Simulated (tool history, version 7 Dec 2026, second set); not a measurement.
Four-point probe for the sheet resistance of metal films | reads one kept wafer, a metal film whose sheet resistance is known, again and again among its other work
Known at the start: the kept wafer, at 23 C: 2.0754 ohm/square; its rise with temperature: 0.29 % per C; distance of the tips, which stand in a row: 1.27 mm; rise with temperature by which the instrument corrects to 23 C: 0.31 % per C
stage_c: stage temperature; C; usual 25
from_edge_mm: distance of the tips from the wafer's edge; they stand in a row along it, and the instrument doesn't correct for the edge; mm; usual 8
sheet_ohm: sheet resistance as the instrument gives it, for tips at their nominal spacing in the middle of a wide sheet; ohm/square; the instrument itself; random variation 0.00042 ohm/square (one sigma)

run,hour,stage_c,from_edge_mm,sheet_ohm
1,0.0,25,8,2.102166
2,14.4,25,8,2.102793
3,27.8,25,8,2.102046
4,41.0,25,8,2.101680
5,51.5,25,8,2.102779
6,63.6,29,8,2.100954
7,72.3,29,8,2.100953
8,91.4,25,8,2.102817
9,99.5,25,8,2.102508
10,114.1,25,8,2.101761
11,128.5,25,8,2.102148
12,142.2,25,8,2.102857
13,157.3,32,8,2.099854
14,171.9,25,22,2.078529
15,182.2,25,16,2.082241
16,189.9,24,5,2.143982
17,201.1,24,5,2.144990
18,218.7,26,23,2.077253
19,227.7,26,23,2.077632
20,246.5,20,68,2.077239
21,263.0,20,68,2.076808
22,280.3,32,41,2.071896
23,291.9,29,29,2.075032
24,300.5,23,21,2.079258
25,315.1,28,12,2.086072
26,330.9,28,10,2.091561
27,340.0,23,25,2.078404
28,358.6,29,39,2.074001
29,366.7,30,8,2.100344

Forecast each of these 5 alternatives for the next run:
A,377.6,32,68,?
B,377.6,20,8,?
C,377.6,24,8,?
D,377.6,24,4,?
E,377.6,21,4,?

run,sheet_ohm
A,2.072129
B,2.104906
C,2.102238
D,2.181876
E,2.183514
Without the tool's hidden state the same runs would have given:
run,sheet_ohm
A,2.072116
B,2.104894
C,2.102226
D,2.181863
E,2.183501
